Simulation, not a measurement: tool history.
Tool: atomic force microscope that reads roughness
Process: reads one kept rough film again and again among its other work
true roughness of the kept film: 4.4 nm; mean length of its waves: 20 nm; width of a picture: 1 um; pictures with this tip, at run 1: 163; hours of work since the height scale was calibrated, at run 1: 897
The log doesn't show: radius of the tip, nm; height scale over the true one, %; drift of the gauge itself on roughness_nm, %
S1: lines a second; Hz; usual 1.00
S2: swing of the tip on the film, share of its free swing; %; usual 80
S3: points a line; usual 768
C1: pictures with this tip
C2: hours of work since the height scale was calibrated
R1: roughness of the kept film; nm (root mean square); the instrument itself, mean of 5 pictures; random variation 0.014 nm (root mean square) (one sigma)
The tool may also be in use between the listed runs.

| run | hour | S1 | S2 | S3 | C1 | C2 | R1 |
|---|---|---|---|---|---|---|---|
| 1 | 0.0 | 1.00 | 80 | 768 | 163 | 897 | 2.266 |
|  | 27.6 | new tip fitted |
| 2 | 38.1 | 1.00 | 80 | 768 | 20 | 921 | 3.223 |
| 3 | 80.8 | 1.00 | 80 | 307 | 100 | 948 | 2.638 |
| 4 | 104.8 | 1.00 | 80 | 703 | 145 | 963 | 2.457 |
|  | 142.7 | new tip fitted |
| 5 | 147.8 | 1.00 | 80 | 703 | 9 | 990 | 3.292 |
| 6 | 177.4 | 1.00 | 80 | 703 | 65 | 1009 | 2.910 |
| 7 | 208.5 | 1.00 | 80 | 703 | 123 | 1029 | 2.555 |
| 8 | 242.1 | 1.00 | 80 | 703 | 185 | 1051 | 2.280 |
|  | 258.7 | new tip fitted |
| 9 | 268.1 | 1.00 | 80 | 768 | 17 | 1067 | 3.251 |
| 10 | 294.1 | 1.00 | 80 | 768 | 66 | 1083 | 2.863 |
| 11 | 329.3 | 1.33 | 82 | 768 | 132 | 1106 | 2.465 |
| 12 | 369.9 | 1.24 | 71 | 768 | 208 | 1132 | 2.196 |
|  | 374.9 | new tip fitted |
| 13 | 409.2 | 1.24 | 71 | 768 | 64 | 1157 | 2.930 |
| 14 | 431.7 | 1.24 | 71 | 768 | 106 | 1171 | 2.711 |
|  | 436.0 | height scale calibrated on a step standard |
| 15 | 460.4 | 0.54 | 80 | 497 | 158 | 16 | 2.379 |
|  | 492.6 | new tip fitted |
| 16 | 507.4 | 0.54 | 80 | 497 | 28 | 45 | 3.109 |
| 17 | 551.3 | 0.54 | 80 | 497 | 110 | 73 | 2.614 |
| 18 | 583.4 | 2.76 | 80 | 497 | 170 | 94 | 2.155 |
|  | 608.0 | new tip fitted |
| 19 | 625.1 | 2.76 | 80 | 497 | 32 | 120 | 2.913 |
|  | 662.8 | height scale calibrated on a step standard, once more |
| 20 | 672.3 | 1.00 | 57 | 993 | 119 | 6 | 2.695 |

Forecast each of these 3 alternatives for the next run:
| A | 693.7 | 1.00 | 80 | 609 | 159 | 20 | ? |
| B | 693.7 | 0.65 | 64 | 364 | 159 | 20 | ? |
| C | 693.7 | 1.00 | 80 | 465 | 159 | 20 | ? |

| run | R1 |
|---|---|
| A | 2.394 |
| B | 2.431 |
| C | 2.406 |
Without the tool's hidden state the same runs would have given:
| run | R1 |
|---|---|
| A | 3.466 |
| B | 3.520 |
| C | 3.486 |
